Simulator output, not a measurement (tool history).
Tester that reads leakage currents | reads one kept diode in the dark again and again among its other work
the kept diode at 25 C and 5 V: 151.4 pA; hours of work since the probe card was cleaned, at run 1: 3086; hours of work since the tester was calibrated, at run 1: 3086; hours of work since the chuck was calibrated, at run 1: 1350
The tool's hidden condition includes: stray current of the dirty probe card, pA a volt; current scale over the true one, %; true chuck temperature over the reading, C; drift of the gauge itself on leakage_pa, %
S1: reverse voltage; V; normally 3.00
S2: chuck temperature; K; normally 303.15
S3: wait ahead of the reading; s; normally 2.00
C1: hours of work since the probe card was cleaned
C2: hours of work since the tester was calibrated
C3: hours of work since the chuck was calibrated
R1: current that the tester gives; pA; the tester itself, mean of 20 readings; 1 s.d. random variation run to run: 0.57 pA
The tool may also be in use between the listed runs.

| run | hour | S1 | S2 | S3 | C1 | C2 | C3 | R1 |
|---|---|---|---|---|---|---|---|---|
| 1 | 0.0 | 3.00 | 303.15 | 2.00 | 3086 | 3086 | 1350 | 177.11 |
| 2 | 110.1 | 3.00 | 303.15 | 2.00 | 3158 | 3158 | 1421 | 176.81 |
|  | 215.2 | tester calibrated |
| 3 | 263.0 | 3.00 | 303.15 | 2.00 | 3256 | 31 | 1519 | 172.88 |
|  | 284.3 | probe card cleaned and baked |
| 4 | 477.3 | 3.00 | 303.15 | 2.00 | 125 | 168 | 1656 | 168.49 |
| 5 | 679.4 | 3.00 | 303.15 | 2.00 | 256 | 299 | 1787 | 167.35 |
| 6 | 834.1 | 3.00 | 313.15 | 2.00 | 357 | 400 | 1888 | 406.49 |
| 7 | 934.0 | 8.59 | 325.15 | 0.37 | 422 | 464 | 1952 | 1843.92 |
| 8 | 1142.6 | 2.25 | 333.15 | 2.00 | 557 | 600 | 2088 | 1799.50 |
| 9 | 1260.9 | 2.25 | 308.15 | 2.00 | 634 | 677 | 2164 | 223.90 |
| 10 | 1357.7 | 9.19 | 303.15 | 5.92 | 696 | 739 | 2227 | 277.86 |
| 11 | 1460.8 | 9.19 | 303.15 | 5.92 | 763 | 806 | 2294 | 277.63 |
| 12 | 1570.5 | 9.19 | 310.15 | 0.49 | 835 | 877 | 2365 | 522.34 |

Predict each of these 4 candidate next runs independently; none follows another, all start after run 12:
|  | 1682.6 | chuck's temperature calibrated |
| A | 1683.3 | 2.63 | 333.15 | 3.28 | 906 | 949 | 0 | ? |
|  | 1682.6 | chuck's temperature calibrated |
| B | 1683.3 | 10.60 | 294.15 | 1.42 | 906 | 949 | 0 | ? |
|  | 1682.6 | chuck's temperature calibrated |
| C | 1683.3 | 6.70 | 326.15 | 5.87 | 906 | 949 | 0 | ? |
|  | 1682.6 | chuck's temperature calibrated |
| D | 1683.3 | 6.25 | 317.15 | 8.66 | 906 | 949 | 0 | ? |

| run | R1 |
|---|---|
| A | 2218.18 |
| B | 151.67 |
| C | 1995.64 |
| D | 929.14 |
Take away the tool's hidden state, keep each run's random variation, and the runs would have read:
| run | R1 |
|---|---|
| A | 2204.36 |
| B | 148.64 |
| C | 1982.45 |
| D | 922.43 |
